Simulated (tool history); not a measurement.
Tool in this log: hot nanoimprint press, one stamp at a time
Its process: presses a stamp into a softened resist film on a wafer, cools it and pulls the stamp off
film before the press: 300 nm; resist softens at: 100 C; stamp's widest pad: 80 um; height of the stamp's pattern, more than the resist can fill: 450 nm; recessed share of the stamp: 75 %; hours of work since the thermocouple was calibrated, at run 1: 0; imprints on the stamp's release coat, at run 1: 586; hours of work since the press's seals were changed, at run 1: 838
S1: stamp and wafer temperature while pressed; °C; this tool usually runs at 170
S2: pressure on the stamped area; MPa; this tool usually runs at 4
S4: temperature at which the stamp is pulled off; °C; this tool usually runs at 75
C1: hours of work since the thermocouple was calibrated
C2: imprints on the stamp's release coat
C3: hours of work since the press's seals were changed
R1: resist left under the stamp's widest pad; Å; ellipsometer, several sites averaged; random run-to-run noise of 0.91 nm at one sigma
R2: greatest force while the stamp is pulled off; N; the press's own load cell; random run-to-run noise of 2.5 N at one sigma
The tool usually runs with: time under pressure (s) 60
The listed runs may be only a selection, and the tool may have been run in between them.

run 1 hour=0 | S1=170 S2=4 time_under_pressure_(s)=60 S4=75 | C1=0 C2=586 C3=838 | R1=1602 R2=138
run 2 hour=56.8 | S1=170 S2=4 time_under_pressure_(s)=60 S4=75 | C1=41 C2=800 C3=879 | R1=1602 R2=151
run 3 hour=99.8 | S1=170 S2=4 time_under_pressure_(s)=60 S4=75 | C1=72 C2=962 C3=911 | R1=1614 R2=159
run 4 hour=161.1 | S1=165 S2=4 time_under_pressure_(s)=60 S4=75 | C1=116 C2=1193 C3=955 | R1=2020 R2=168
run 5 hour=196 | S1=166 S2=4 time_under_pressure_(s)=60 S4=75 | C1=142 C2=1324 C3=980 | R1=1958 R2=169
run 6 hour=249.8 | S1=166 S2=4 time_under_pressure_(s)=60 S4=75 | C1=180 C2=1527 C3=1019 | R1=1951 R2=190
run 7 hour=317 | S1=166 S2=4 time_under_pressure_(s)=60 S4=75 | C1=229 C2=1780 C3=1067 | R1=1969 R2=194
run 8 hour=367.4 | S1=170 S2=4 time_under_pressure_(s)=60 S4=71 | C1=265 C2=1970 C3=1104 | R1=1682 R2=220
-- hour=434.7 press's hydraulic seals changed and the load cell set to zero
run 9 hour=445.9 | S1=170 S2=4 time_under_pressure_(s)=60 S4=71 | C1=316 C2=2235 C3=8 | R1=1652 R2=235
-- hour=468.5 stamp cleaned and given a new release coat
run 10 hour=491.4 | S1=170 S2=4 time_under_pressure_(s)=60 S4=68 | C1=345 C2=86 C3=37 | R1=1670 R2=138
run 11 hour=546.3 | S1=170 S2=4 time_under_pressure_(s)=60 S4=78 | C1=384 C2=293 C3=76 | R1=1674 R2=125
run 12 hour=616.1 | S1=170 S2=4 time_under_pressure_(s)=60 S4=78 | C1=435 C2=556 C3=127 | R1=1675 R2=133
-- hour=653.6 plate thermocouple calibrated
run 13 hour=687.6 | S1=170 S2=4 time_under_pressure_(s)=60 S4=78 | C1=25 C2=814 C3=176 | R1=1759 R2=154
run 14 hour=739.4 | S1=170 S2=2.76 time_under_pressure_(s)=32 S4=70 | C1=62 C2=1009 C3=214 | R1=2349 R2=177
run 15 hour=782.1 | S1=170 S2=2.76 time_under_pressure_(s)=32 S4=70 | C1=93 C2=1170 C3=244 | R1=2341 R2=196
run 16 hour=823.1 | S1=164 S2=3.65 time_under_pressure_(s)=32 S4=70 | C1=122 C2=1325 C3=274 | R1=2574 R2=202
-- hour=862.1 plate thermocouple calibrated, once more
run 17 hour=872.7 | S1=166 S2=3.03 time_under_pressure_(s)=75 S4=75 | C1=8 C2=1500 C3=308 | R1=1935 R2=188
run 18 hour=931.1 | S1=166 S2=3.35 time_under_pressure_(s)=35 S4=75 | C1=50 C2=1720 C3=350 | R1=2279 R2=194
run 19 hour=972 | S1=166 S2=3.35 time_under_pressure_(s)=35 S4=75 | C1=79 C2=1874 C3=379 | R1=2295 R2=200
run 20 hour=1015.7 | S1=171 S2=3.35 time_under_pressure_(s)=35 S4=75 | C1=111 C2=2039 C3=411 | R1=1944 R2=218
run 21 hour=1078.1 | S1=182 S2=4.24 time_under_pressure_(s)=60 S4=75 | C1=156 C2=2274 C3=456 | R1=855 R2=227
-- hour=1089.1 stamp cleaned and given a new release coat
run 22 hour=1129.9 | S1=182 S2=4.24 time_under_pressure_(s)=60 S4=75 | C1=189 C2=154 C3=489 | R1=857 R2=121
run 23 hour=1160.8 | S1=182 S2=4.24 time_under_pressure_(s)=60 S4=75 | C1=211 C2=270 C3=511 | R1=874 R2=124
run 24 hour=1225.9 | S1=167 S2=4 time_under_pressure_(s)=60 S4=75 | C1=258 C2=515 C3=558 | R1=1872 R2=140

Alternative continuations, all from the tool just after run 24; predict every row:
run A hour=1276.6 | S1=173 S2=2.87 time_under_pressure_(s)=85 S4=75 | C1=295 C2=706 C3=595 | R1=? R2=?
run B hour=1276.6 | S1=170 S2=3.23 time_under_pressure_(s)=60 S4=64 | C1=295 C2=706 C3=595 | R1=? R2=?
run C hour=1276.6 | S1=167 S2=4 time_under_pressure_(s)=31 S4=75 | C1=295 C2=706 C3=595 | R1=? R2=?
run D hour=1276.6 | S1=160 S2=4 time_under_pressure_(s)=31 S4=66 | C1=295 C2=706 C3=595 | R1=? R2=?

run=A R1=1452 R2=152
run=B R1=1770 R2=181
run=C R1=2266 R2=150
run=D R1=2656 R2=179
With the hidden condition removed and each run's random variation left untouched, the same runs would have given:
run=A R1=1381 R2=119
run=B R1=1691 R2=142
run=C R1=2192 R2=118
run=D R1=2608 R2=141
